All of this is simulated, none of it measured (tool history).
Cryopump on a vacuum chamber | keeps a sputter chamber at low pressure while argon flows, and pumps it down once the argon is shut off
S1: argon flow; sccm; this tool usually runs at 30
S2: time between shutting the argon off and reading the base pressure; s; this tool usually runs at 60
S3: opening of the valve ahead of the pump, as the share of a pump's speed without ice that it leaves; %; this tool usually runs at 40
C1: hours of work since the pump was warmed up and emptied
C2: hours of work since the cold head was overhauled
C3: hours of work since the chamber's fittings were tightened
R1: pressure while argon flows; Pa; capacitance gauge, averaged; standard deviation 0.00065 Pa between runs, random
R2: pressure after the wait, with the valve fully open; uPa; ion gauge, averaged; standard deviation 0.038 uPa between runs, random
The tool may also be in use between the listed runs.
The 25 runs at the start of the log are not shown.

run,hour,S1,S2,S3,C1,C2,C3,R1,R2
26,788.7,30,203,20,37,587,2388,0.2108,2.95
27,814.1,15,147,32,48,599,2399,0.0663,3.28
28,833.9,49,147,53,57,608,2408,0.1332,3.20
29,868.8,36,270,20,73,623,2423,0.2542,2.85
30,892.1,28,270,27,83,634,2434,0.1486,2.87
31,909.8,28,270,27,91,642,2442,0.1488,3.00
32,931.5,21,34,27,101,651,2451,0.1117,5.73
33,964.5,23,60,40,115,666,2466,0.0826,4.53
34,996.3,23,243,56,130,680,2480,0.0615,3.07

Predict each of these 4 candidate next runs independently; none follows another, all start after run 34:
A,1026.7,13,26,46,143,694,2494,?,?
B,1026.7,23,21,56,143,694,2494,?,?
C,1026.7,30,252,33,143,694,2494,?,?
D,1026.7,23,297,56,143,694,2494,?,?

run,R1,R2
A,0.0417,6.96
B,0.0605,7.90
C,0.1322,3.13
D,0.0604,3.09
Without the tool's hidden state the same runs would have given:
run,R1,R2
A,0.0399,4.55
B,0.0573,5.52
C,0.1281,0.69
D,0.0573,0.64

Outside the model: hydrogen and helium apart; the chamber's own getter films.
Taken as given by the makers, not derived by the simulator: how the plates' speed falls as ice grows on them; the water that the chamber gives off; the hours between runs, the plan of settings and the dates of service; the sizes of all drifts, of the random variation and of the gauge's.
